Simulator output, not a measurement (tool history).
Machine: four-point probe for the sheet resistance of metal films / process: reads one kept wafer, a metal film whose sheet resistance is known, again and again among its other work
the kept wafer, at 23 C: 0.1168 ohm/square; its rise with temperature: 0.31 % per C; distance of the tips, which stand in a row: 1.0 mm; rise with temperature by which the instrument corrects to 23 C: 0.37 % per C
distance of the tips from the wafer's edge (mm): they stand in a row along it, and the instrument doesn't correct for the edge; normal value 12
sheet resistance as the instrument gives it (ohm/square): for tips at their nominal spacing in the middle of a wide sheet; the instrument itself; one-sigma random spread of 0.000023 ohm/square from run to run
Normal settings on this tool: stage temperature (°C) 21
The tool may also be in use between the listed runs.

run   hour  stage temperature (°C)  distance of the tips from the wafer's edge (mm)  sheet resistance as the instrument gives it (ohm/square)
  1    0.0                      21                                               12                                                  0.118032
  2    9.3                      21                                               12                                                  0.118066
  3   16.9                      21                                               20                                                  0.117783
  4   26.0                      21                                               20                                                  0.117786
  5   37.9                      21                                               20                                                  0.117775
  6   45.5                      21                                               20                                                  0.117774
  7   55.9                      21                                               20                                                  0.117791
  8   70.2                      21                                               20                                                  0.117807
  9   78.3                      21                                               25                                                  0.117735
 10   84.6                      21                                               25                                                  0.117741
 11   95.3                      21                                               25                                                  0.117788
 12  109.7                      21                                               25                                                  0.117779
 13  123.6                      21                                               25                                                  0.117785
 14  138.0                      21                                               13                                                  0.118082
 15  152.7                      21                                                9                                                  0.118435
 16  165.6                      21                                                9                                                  0.118464
 17  176.1                      21                                               12                                                  0.118200
 18  182.6                      21                                               12                                                  0.118174
 19  194.5                      25                                               28                                                  0.117540
 20  201.7                      34                                                4                                                  0.120657
 21  208.5                      33                                                4                                                  0.120727
 22  223.4                      33                                                5                                                  0.119379
 23  231.1                      24                                                8                                                  0.118505
 24  245.4                      34                                               31                                                  0.116973
 25  259.7                      30                                               31                                                  0.117231
 26  272.3                      21                                                4                                                  0.121617
 27  278.7                      23                                               19                                                  0.117804
 28  293.6                      23                                               19                                                  0.117815
 29  302.6                      23                                               19                                                  0.117796
 30  310.9                      23                                               67                                                  0.117678
 31  322.2                      21                                                5                                                  0.120250
 32  332.9                      21                                                5                                                  0.120347
 33  343.0                      26                                               31                                                  0.117546
 34  357.2                      30                                               19                                                  0.117411
 35  365.3                      28                                                5                                                  0.119781
 36  378.1                      21                                                7                                                  0.119125

Consider 3 possible next runs. They are alternatives, not a sequence: every one starts from the tool as it was left by run 36. What does each give?
  A  388.1                      27                                                6                                                         ?
  B  388.1                      29                                                7                                                         ?
  C  388.1                      21                                               32                                                         ?

run  sheet resistance as the instrument gives it (ohm/square)
  A                                                  0.119175
  B                                                  0.118605
  C                                                  0.117937
Take away the tool's hidden state, keep each run's random variation, and the runs would have read:
run  sheet resistance as the instrument gives it (ohm/square)
  A                                                  0.118266
  B                                                  0.117701
  C                                                  0.117037

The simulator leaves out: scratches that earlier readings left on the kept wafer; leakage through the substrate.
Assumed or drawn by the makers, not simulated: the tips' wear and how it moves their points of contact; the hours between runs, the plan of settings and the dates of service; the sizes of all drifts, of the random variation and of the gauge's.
